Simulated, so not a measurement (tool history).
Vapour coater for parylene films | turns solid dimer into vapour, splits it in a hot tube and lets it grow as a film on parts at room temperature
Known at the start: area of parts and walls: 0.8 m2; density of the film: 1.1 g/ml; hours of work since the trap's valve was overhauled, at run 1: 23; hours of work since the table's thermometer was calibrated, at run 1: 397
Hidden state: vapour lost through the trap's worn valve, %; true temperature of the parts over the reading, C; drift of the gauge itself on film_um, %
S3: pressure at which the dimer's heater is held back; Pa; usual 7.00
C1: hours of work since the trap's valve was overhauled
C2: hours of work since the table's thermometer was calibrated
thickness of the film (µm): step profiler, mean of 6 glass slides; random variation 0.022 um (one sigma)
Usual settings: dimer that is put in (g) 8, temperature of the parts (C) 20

run 1 hour=0.0 | dimer_that_is_put_in_(g)=8 temperature_of_the_parts_(C)=20 S3=7.00 | C1=23 C2=397 | thickness_of_the_film_(µm)=6.90
run 2 hour=11.9 | dimer_that_is_put_in_(g)=8 temperature_of_the_parts_(C)=20 S3=7.00 | C1=33 C2=407 | thickness_of_the_film_(µm)=6.98
run 3 hour=30.2 | dimer_that_is_put_in_(g)=8 temperature_of_the_parts_(C)=20 S3=7.00 | C1=49 C2=422 | thickness_of_the_film_(µm)=6.96
run 4 hour=41.3 | dimer_that_is_put_in_(g)=8 temperature_of_the_parts_(C)=20 S3=7.00 | C1=58 C2=432 | thickness_of_the_film_(µm)=6.94
run 5 hour=60.5 | dimer_that_is_put_in_(g)=8 temperature_of_the_parts_(C)=20 S3=7.00 | C1=75 C2=448 | thickness_of_the_film_(µm)=6.92
run 6 hour=81.1 | dimer_that_is_put_in_(g)=8 temperature_of_the_parts_(C)=25 S3=7.00 | C1=92 C2=466 | thickness_of_the_film_(µm)=6.09
run 7 hour=93.1 | dimer_that_is_put_in_(g)=8 temperature_of_the_parts_(C)=25 S3=7.00 | C1=103 C2=476 | thickness_of_the_film_(µm)=6.12
run 8 hour=109.6 | dimer_that_is_put_in_(g)=8 temperature_of_the_parts_(C)=25 S3=7.00 | C1=117 C2=490 | thickness_of_the_film_(µm)=6.07
run 9 hour=123.1 | dimer_that_is_put_in_(g)=8 temperature_of_the_parts_(C)=25 S3=7.00 | C1=128 C2=502 | thickness_of_the_film_(µm)=6.10
run 10 hour=133.0 | dimer_that_is_put_in_(g)=7 temperature_of_the_parts_(C)=20 S3=7.00 | C1=137 C2=510 | thickness_of_the_film_(µm)=6.02
run 11 hour=153.4 | dimer_that_is_put_in_(g)=8 temperature_of_the_parts_(C)=23 S3=7.00 | C1=154 C2=528 | thickness_of_the_film_(µm)=6.37
run 12 hour=173.8 | dimer_that_is_put_in_(g)=8 temperature_of_the_parts_(C)=23 S3=7.00 | C1=172 C2=545 | thickness_of_the_film_(µm)=6.35
run 13 hour=188.7 | dimer_that_is_put_in_(g)=8 temperature_of_the_parts_(C)=20 S3=4.29 | C1=184 C2=558 | thickness_of_the_film_(µm)=7.13
run 14 hour=200.5 | dimer_that_is_put_in_(g)=8 temperature_of_the_parts_(C)=20 S3=4.29 | C1=194 C2=568 | thickness_of_the_film_(µm)=7.15
run 15 hour=216.1 | dimer_that_is_put_in_(g)=8 temperature_of_the_parts_(C)=20 S3=4.29 | C1=208 C2=581 | thickness_of_the_film_(µm)=7.11
run 16 hour=235.8 | dimer_that_is_put_in_(g)=8 temperature_of_the_parts_(C)=20 S3=4.29 | C1=224 C2=598 | thickness_of_the_film_(µm)=7.12
run 17 hour=251.5 | dimer_that_is_put_in_(g)=8 temperature_of_the_parts_(C)=20 S3=7.00 | C1=238 C2=611 | thickness_of_the_film_(µm)=6.84
run 18 hour=263.0 | dimer_that_is_put_in_(g)=8 temperature_of_the_parts_(C)=20 S3=6.52 | C1=248 C2=621 | thickness_of_the_film_(µm)=6.87
run 19 hour=273.0 | dimer_that_is_put_in_(g)=8 temperature_of_the_parts_(C)=23 S3=11.33 | C1=256 C2=630 | thickness_of_the_film_(µm)=6.12
run 20 hour=290.3 | dimer_that_is_put_in_(g)=8 temperature_of_the_parts_(C)=21 S3=5.01 | C1=271 C2=644 | thickness_of_the_film_(µm)=6.83
run 21 hour=299.4 | dimer_that_is_put_in_(g)=8 temperature_of_the_parts_(C)=21 S3=5.01 | C1=279 C2=652 | thickness_of_the_film_(µm)=6.84
run 22 hour=319.3 | dimer_that_is_put_in_(g)=14 temperature_of_the_parts_(C)=17 S3=4.12 | C1=296 C2=669 | thickness_of_the_film_(µm)=13.35
run 23 hour=333.4 | dimer_that_is_put_in_(g)=4 temperature_of_the_parts_(C)=21 S3=2.72 | C1=308 C2=681 | thickness_of_the_film_(µm)=3.58
run 24 hour=352.1 | dimer_that_is_put_in_(g)=4 temperature_of_the_parts_(C)=30 S3=2.72 | C1=324 C2=697 | thickness_of_the_film_(µm)=2.89
run 25 hour=360.9 | dimer_that_is_put_in_(g)=11 temperature_of_the_parts_(C)=16 S3=8.38 | C1=331 C2=704 | thickness_of_the_film_(µm)=10.09
run 26 hour=377.3 | dimer_that_is_put_in_(g)=4 temperature_of_the_parts_(C)=20 S3=2.67 | C1=345 C2=718 | thickness_of_the_film_(µm)=3.66
run 27 hour=394.6 | dimer_that_is_put_in_(g)=4 temperature_of_the_parts_(C)=20 S3=2.67 | C1=360 C2=733 | thickness_of_the_film_(µm)=3.64
run 28 hour=405.1 | dimer_that_is_put_in_(g)=4 temperature_of_the_parts_(C)=20 S3=2.67 | C1=369 C2=742 | thickness_of_the_film_(µm)=3.65
run 29 hour=415.3 | dimer_that_is_put_in_(g)=3 temperature_of_the_parts_(C)=24 S3=6.33 | C1=377 C2=751 | thickness_of_the_film_(µm)=2.32
run 30 hour=431.5 | dimer_that_is_put_in_(g)=3 temperature_of_the_parts_(C)=24 S3=6.33 | C1=391 C2=765 | thickness_of_the_film_(µm)=2.32
run 31 hour=442.8 | dimer_that_is_put_in_(g)=4 temperature_of_the_parts_(C)=28 S3=4.47 | C1=401 C2=774 | thickness_of_the_film_(µm)=2.89
run 32 hour=459.4 | dimer_that_is_put_in_(g)=4 temperature_of_the_parts_(C)=28 S3=4.47 | C1=415 C2=788 | thickness_of_the_film_(µm)=2.88
run 33 hour=469.2 | dimer_that_is_put_in_(g)=4 temperature_of_the_parts_(C)=28 S3=4.47 | C1=423 C2=797 | thickness_of_the_film_(µm)=2.90
run 34 hour=480.9 | dimer_that_is_put_in_(g)=4 temperature_of_the_parts_(C)=13 S3=3.04 | C1=434 C2=807 | thickness_of_the_film_(µm)=4.27
run 35 hour=500.4 | dimer_that_is_put_in_(g)=13 temperature_of_the_parts_(C)=20 S3=7.00 | C1=450 C2=823 | thickness_of_the_film_(µm)=10.89

The same runs without the tool's hidden state, with the same run-to-run variation:
run=1 thickness_of_the_film_(µm)=6.91
run=2 thickness_of_the_film_(µm)=6.99
run=3 thickness_of_the_film_(µm)=6.97
run=4 thickness_of_the_film_(µm)=6.96
run=5 thickness_of_the_film_(µm)=6.95
run=6 thickness_of_the_film_(µm)=6.12
run=7 thickness_of_the_film_(µm)=6.15
run=8 thickness_of_the_film_(µm)=6.11
run=9 thickness_of_the_film_(µm)=6.15
run=10 thickness_of_the_film_(µm)=6.07
run=11 thickness_of_the_film_(µm)=6.43
run=12 thickness_of_the_film_(µm)=6.42
run=13 thickness_of_the_film_(µm)=7.21
run=14 thickness_of_the_film_(µm)=7.24
run=15 thickness_of_the_film_(µm)=7.21
run=16 thickness_of_the_film_(µm)=7.22
run=17 thickness_of_the_film_(µm)=6.95
run=18 thickness_of_the_film_(µm)=6.98
run=19 thickness_of_the_film_(µm)=6.23
run=20 thickness_of_the_film_(µm)=6.95
run=21 thickness_of_the_film_(µm)=6.97
run=22 thickness_of_the_film_(µm)=13.62
run=23 thickness_of_the_film_(µm)=3.66
run=24 thickness_of_the_film_(µm)=2.96
run=25 thickness_of_the_film_(µm)=10.32
run=26 thickness_of_the_film_(µm)=3.75
run=27 thickness_of_the_film_(µm)=3.73
run=28 thickness_of_the_film_(µm)=3.74
run=29 thickness_of_the_film_(µm)=2.38
run=30 thickness_of_the_film_(µm)=2.39
run=31 thickness_of_the_film_(µm)=2.97
run=32 thickness_of_the_film_(µm)=2.96
run=33 thickness_of_the_film_(µm)=2.99
run=34 thickness_of_the_film_(µm)=4.40
run=35 thickness_of_the_film_(µm)=11.23
